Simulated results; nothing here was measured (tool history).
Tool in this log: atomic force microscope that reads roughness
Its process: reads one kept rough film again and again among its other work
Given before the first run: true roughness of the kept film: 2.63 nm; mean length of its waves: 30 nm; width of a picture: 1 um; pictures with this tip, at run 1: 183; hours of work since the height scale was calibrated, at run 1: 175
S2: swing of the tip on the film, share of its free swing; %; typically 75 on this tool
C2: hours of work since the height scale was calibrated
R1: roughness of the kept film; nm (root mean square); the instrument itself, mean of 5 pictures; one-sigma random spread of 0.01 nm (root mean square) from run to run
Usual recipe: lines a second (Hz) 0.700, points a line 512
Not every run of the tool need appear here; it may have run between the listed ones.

{"run": 1, "hour": 0.0, "lines a second (Hz)": 0.7, "S2": 75, "points a line": 512, "pictures with this tip": 183, "C2": 175, "R1": 2.003}
{"run": 2, "hour": 15.3, "lines a second (Hz)": 0.7, "S2": 75, "points a line": 512, "pictures with this tip": 199, "C2": 182, "R1": 1.979}
{"hour": 21.8, "done": "new tip fitted"}
{"run": 3, "hour": 38.6, "lines a second (Hz)": 0.7, "S2": 75, "points a line": 512, "pictures with this tip": 17, "C2": 194, "R1": 2.326}
{"run": 4, "hour": 59.7, "lines a second (Hz)": 0.7, "S2": 73, "points a line": 512, "pictures with this tip": 39, "C2": 205, "R1": 2.297}
{"run": 5, "hour": 81.4, "lines a second (Hz)": 0.7, "S2": 75, "points a line": 512, "pictures with this tip": 61, "C2": 216, "R1": 2.246}
{"run": 6, "hour": 97.1, "lines a second (Hz)": 0.7, "S2": 75, "points a line": 512, "pictures with this tip": 77, "C2": 224, "R1": 2.185}
{"run": 7, "hour": 112.9, "lines a second (Hz)": 0.7, "S2": 75, "points a line": 512, "pictures with this tip": 93, "C2": 232, "R1": 2.158}
{"run": 8, "hour": 132.7, "lines a second (Hz)": 0.7, "S2": 75, "points a line": 712, "pictures with this tip": 113, "C2": 243, "R1": 2.132}
{"run": 9, "hour": 143.8, "lines a second (Hz)": 3.735, "S2": 75, "points a line": 512, "pictures with this tip": 125, "C2": 248, "R1": 1.997}
{"run": 10, "hour": 164.1, "lines a second (Hz)": 3.735, "S2": 75, "points a line": 512, "pictures with this tip": 145, "C2": 259, "R1": 1.939}
{"run": 11, "hour": 187.0, "lines a second (Hz)": 0.7, "S2": 75, "points a line": 512, "pictures with this tip": 169, "C2": 271, "R1": 2.019}
{"run": 12, "hour": 205.3, "lines a second (Hz)": 0.7, "S2": 75, "points a line": 512, "pictures with this tip": 188, "C2": 280, "R1": 2.01}
{"run": 13, "hour": 214.7, "lines a second (Hz)": 0.7, "S2": 75, "points a line": 512, "pictures with this tip": 197, "C2": 285, "R1": 1.981}
{"hour": 223.0, "done": "new tip fitted"}
{"run": 14, "hour": 224.8, "lines a second (Hz)": 0.7, "S2": 75, "points a line": 512, "pictures with this tip": 2, "C2": 290, "R1": 2.383}
{"run": 15, "hour": 243.7, "lines a second (Hz)": 0.7, "S2": 75, "points a line": 512, "pictures with this tip": 21, "C2": 299, "R1": 2.329}
{"run": 16, "hour": 258.6, "lines a second (Hz)": 0.7, "S2": 75, "points a line": 512, "pictures with this tip": 37, "C2": 307, "R1": 2.289}
{"run": 17, "hour": 281.2, "lines a second (Hz)": 0.7, "S2": 82, "points a line": 512, "pictures with this tip": 60, "C2": 319, "R1": 2.228}
{"run": 18, "hour": 300.2, "lines a second (Hz)": 0.7, "S2": 82, "points a line": 512, "pictures with this tip": 79, "C2": 329, "R1": 2.18}
{"run": 19, "hour": 320.7, "lines a second (Hz)": 0.7, "S2": 82, "points a line": 512, "pictures with this tip": 100, "C2": 339, "R1": 2.158}
{"run": 20, "hour": 336.5, "lines a second (Hz)": 0.8, "S2": 75, "points a line": 512, "pictures with this tip": 116, "C2": 347, "R1": 2.137}
{"run": 21, "hour": 356.5, "lines a second (Hz)": 0.7, "S2": 75, "points a line": 512, "pictures with this tip": 137, "C2": 357, "R1": 2.08}
{"run": 22, "hour": 369.0, "lines a second (Hz)": 0.7, "S2": 75, "points a line": 719, "pictures with this tip": 150, "C2": 364, "R1": 2.064}
{"run": 23, "hour": 388.0, "lines a second (Hz)": 0.7, "S2": 75, "points a line": 313, "pictures with this tip": 169, "C2": 374, "R1": 2.009}
{"run": 24, "hour": 403.6, "lines a second (Hz)": 0.7, "S2": 75, "points a line": 511, "pictures with this tip": 185, "C2": 382, "R1": 2.017}
{"run": 25, "hour": 421.1, "lines a second (Hz)": 0.7, "S2": 75, "points a line": 511, "pictures with this tip": 203, "C2": 391, "R1": 1.979}
{"hour": 424.5, "done": "new tip fitted"}
{"run": 26, "hour": 434.7, "lines a second (Hz)": 0.7, "S2": 78, "points a line": 512, "pictures with this tip": 10, "C2": 397, "R1": 2.355}
{"run": 27, "hour": 457.5, "lines a second (Hz)": 0.7, "S2": 78, "points a line": 512, "pictures with this tip": 33, "C2": 409, "R1": 2.333}
{"run": 28, "hour": 470.0, "lines a second (Hz)": 0.56, "S2": 55, "points a line": 671, "pictures with this tip": 46, "C2": 416, "R1": 2.302}
{"run": 29, "hour": 483.2, "lines a second (Hz)": 0.56, "S2": 79, "points a line": 671, "pictures with this tip": 60, "C2": 422, "R1": 2.258}
{"run": 30, "hour": 497.0, "lines a second (Hz)": 0.69, "S2": 64, "points a line": 512, "pictures with this tip": 74, "C2": 430, "R1": 2.244}
{"run": 31, "hour": 514.2, "lines a second (Hz)": 0.7, "S2": 70, "points a line": 607, "pictures with this tip": 91, "C2": 438, "R1": 2.195}
{"run": 32, "hour": 527.5, "lines a second (Hz)": 0.521, "S2": 75, "points a line": 542, "pictures with this tip": 105, "C2": 445, "R1": 2.171}
{"run": 33, "hour": 548.6, "lines a second (Hz)": 0.7, "S2": 61, "points a line": 493, "pictures with this tip": 127, "C2": 456, "R1": 2.126}
{"run": 34, "hour": 561.1, "lines a second (Hz)": 0.612, "S2": 75, "points a line": 781, "pictures with this tip": 139, "C2": 462, "R1": 2.112}
{"run": 35, "hour": 578.8, "lines a second (Hz)": 3.096, "S2": 80, "points a line": 655, "pictures with this tip": 158, "C2": 472, "R1": 1.936}
{"run": 36, "hour": 593.8, "lines a second (Hz)": 1.349, "S2": 82, "points a line": 349, "pictures with this tip": 173, "C2": 479, "R1": 1.988}
{"run": 37, "hour": 615.1, "lines a second (Hz)": 3.597, "S2": 81, "points a line": 448, "pictures with this tip": 195, "C2": 490, "R1": 1.848}
{"hour": 625.4, "done": "new tip fitted"}
{"run": 38, "hour": 630.8, "lines a second (Hz)": 2.293, "S2": 81, "points a line": 439, "pictures with this tip": 5, "C2": 498, "R1": 2.268}
{"run": 39, "hour": 653.4, "lines a second (Hz)": 1.432, "S2": 81, "points a line": 498, "pictures with this tip": 28, "C2": 510, "R1": 2.276}
{"run": 40, "hour": 663.8, "lines a second (Hz)": 1.432, "S2": 81, "points a line": 498, "pictures with this tip": 39, "C2": 515, "R1": 2.257}
{"run": 41, "hour": 673.7, "lines a second (Hz)": 1.583, "S2": 81, "points a line": 498, "pictures with this tip": 49, "C2": 520, "R1": 2.224}
{"run": 42, "hour": 686.7, "lines a second (Hz)": 1.583, "S2": 81, "points a line": 324, "pictures with this tip": 62, "C2": 527, "R1": 2.178}
{"run": 43, "hour": 702.8, "lines a second (Hz)": 1.588, "S2": 75, "points a line": 791, "pictures with this tip": 79, "C2": 535, "R1": 2.179}
{"run": 44, "hour": 717.0, "lines a second (Hz)": 1.798, "S2": 61, "points a line": 512, "pictures with this tip": 93, "C2": 542, "R1": 2.197}
{"run": 45, "hour": 736.6, "lines a second (Hz)": 1.798, "S2": 61, "points a line": 512, "pictures with this tip": 113, "C2": 553, "R1": 2.14}
{"run": 46, "hour": 754.5, "lines a second (Hz)": 1.083, "S2": 61, "points a line": 512, "pictures with this tip": 132, "C2": 562, "R1": 2.112}
{"run": 47, "hour": 766.1, "lines a second (Hz)": 3.219, "S2": 71, "points a line": 512, "pictures with this tip": 144, "C2": 568, "R1": 2.008}
{"run": 48, "hour": 782.8, "lines a second (Hz)": 3.219, "S2": 71, "points a line": 512, "pictures with this tip": 161, "C2": 576, "R1": 1.982}
{"run": 49, "hour": 795.6, "lines a second (Hz)": 2.359, "S2": 75, "points a line": 512, "pictures with this tip": 174, "C2": 583, "R1": 1.966}
{"run": 50, "hour": 817.6, "lines a second (Hz)": 0.691, "S2": 58, "points a line": 512, "pictures with this tip": 196, "C2": 594, "R1": 2.016}
{"hour": 826.4, "done": "new tip fitted"}
{"run": 51, "hour": 834.4, "lines a second (Hz)": 0.989, "S2": 65, "points a line": 729, "pictures with this tip": 8, "C2": 603, "R1": 2.376}
{"run": 52, "hour": 850.8, "lines a second (Hz)": 2.198, "S2": 58, "points a line": 375, "pictures with this tip": 25, "C2": 611, "R1": 2.336}

Branching from run 52: 3 alternative next runs. What would each branch give?
{"run": "A", "hour": 862.4, "lines a second (Hz)": 0.7, "S2": 83, "points a line": 512, "pictures with this tip": 36, "C2": 617, "R1": "?"}
{"run": "B", "hour": 862.4, "lines a second (Hz)": 0.7, "S2": 69, "points a line": 472, "pictures with this tip": 36, "C2": 617, "R1": "?"}
{"run": "C", "hour": 862.4, "lines a second (Hz)": 0.634, "S2": 75, "points a line": 512, "pictures with this tip": 36, "C2": 617, "R1": "?"}

run=A R1=2.291
run=B R1=2.339
run=C R1=2.308
Without the tool's unlogged condition, the same runs would have read:
run=A R1=2.365
run=B R1=2.414
run=C R1=2.383
